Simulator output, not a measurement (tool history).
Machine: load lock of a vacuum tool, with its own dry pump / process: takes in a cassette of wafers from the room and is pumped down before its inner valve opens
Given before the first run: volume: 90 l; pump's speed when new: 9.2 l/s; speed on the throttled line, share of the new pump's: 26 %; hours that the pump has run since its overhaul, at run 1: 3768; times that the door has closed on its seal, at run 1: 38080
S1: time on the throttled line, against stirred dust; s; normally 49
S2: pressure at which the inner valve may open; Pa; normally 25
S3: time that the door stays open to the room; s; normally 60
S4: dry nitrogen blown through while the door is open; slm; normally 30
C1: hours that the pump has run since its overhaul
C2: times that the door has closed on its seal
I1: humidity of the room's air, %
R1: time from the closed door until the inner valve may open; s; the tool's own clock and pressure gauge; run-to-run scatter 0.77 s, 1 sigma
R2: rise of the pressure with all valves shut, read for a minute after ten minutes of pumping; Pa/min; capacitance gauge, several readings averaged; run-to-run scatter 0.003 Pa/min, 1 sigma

run 1 hour=0 | S1=49 S2=25 S3=60 S4=30 | C1=3768 C2=38080 | I1=46.9 | R1=119.8 R2=0.253
run 2 hour=102.1 | S1=97 S2=25 S3=60 S4=30 | C1=3871 C2=38483 | I1=48 | R1=154.3 R2=0.26
run 3 hour=182.8 | S1=49 S2=25 S3=60 S4=30 | C1=3951 C2=38802 | I1=46.3 | R1=117.9 R2=0.248
run 4 hour=322.1 | S1=49 S2=25 S3=60 S4=30 | C1=4091 C2=39353 | I1=47.5 | R1=120.2 R2=0.263
run 5 hour=458.5 | S1=49 S2=25 S3=60 S4=30 | C1=4227 C2=39893 | I1=43.4 | R1=118.6 R2=0.265
run 6 hour=565.5 | S1=49 S2=25 S3=60 S4=30 | C1=4334 C2=40316 | I1=48.4 | R1=120.2 R2=0.274
run 7 hour=684.4 | S1=49 S2=25 S3=60 S4=30 | C1=4453 C2=40786 | I1=46.1 | R1=118.1 R2=0.274
run 8 hour=773.7 | S1=49 S2=27 S3=60 S4=30 | C1=4542 C2=41139 | I1=47.8 | R1=118 R2=0.281
run 9 hour=848.6 | S1=49 S2=27 S3=60 S4=30 | C1=4617 C2=41436 | I1=47 | R1=119.3 R2=0.272
run 10 hour=926.5 | S1=49 S2=25 S3=60 S4=30 | C1=4695 C2=41744 | I1=44.7 | R1=119.8 R2=0.281
run 11 hour=1063.4 | S1=49 S2=25 S3=156 S4=30 | C1=4832 C2=42285 | I1=45.9 | R1=118.7 R2=0.31
run 12 hour=1142.7 | S1=49 S2=25 S3=156 S4=30 | C1=4911 C2=42599 | I1=41.9 | R1=118.3 R2=0.315
run 13 hour=1286.3 | S1=49 S2=25 S3=156 S4=30 | C1=5055 C2=43167 | I1=41.5 | R1=119.7 R2=0.31
run 14 hour=1408.4 | S1=49 S2=25 S3=156 S4=30 | C1=5177 C2=43649 | I1=44 | R1=119.2 R2=0.324
run 15 hour=1490 | S1=49 S2=25 S3=156 S4=30 | C1=5258 C2=43972 | I1=46.2 | R1=119.2 R2=0.322
run 16 hour=1620.9 | S1=49 S2=25 S3=156 S4=30 | C1=5389 C2=44490 | I1=45 | R1=120.3 R2=0.33
run 17 hour=1762.9 | S1=49 S2=31 S3=60 S4=30 | C1=5531 C2=45051 | I1=46.5 | R1=116.9 R2=0.32
run 18 hour=1890.1 | S1=49 S2=31 S3=102 S4=30 | C1=5659 C2=45554 | I1=42.9 | R1=118.3 R2=0.326

Run 19, settings as shown, results not yet in. Your forecast:
run 19 hour=2013 | S1=49 S2=31 S3=102 S4=30 | C1=5781 C2=46040 | I1=47.8 | R1=? R2=?

R1: 119.2 s
R2: 0.328 Pa/min
With the hidden condition absent and the run-to-run variation left alone, this run would have shown R1 117.9 s, R2 0.029 Pa/min.
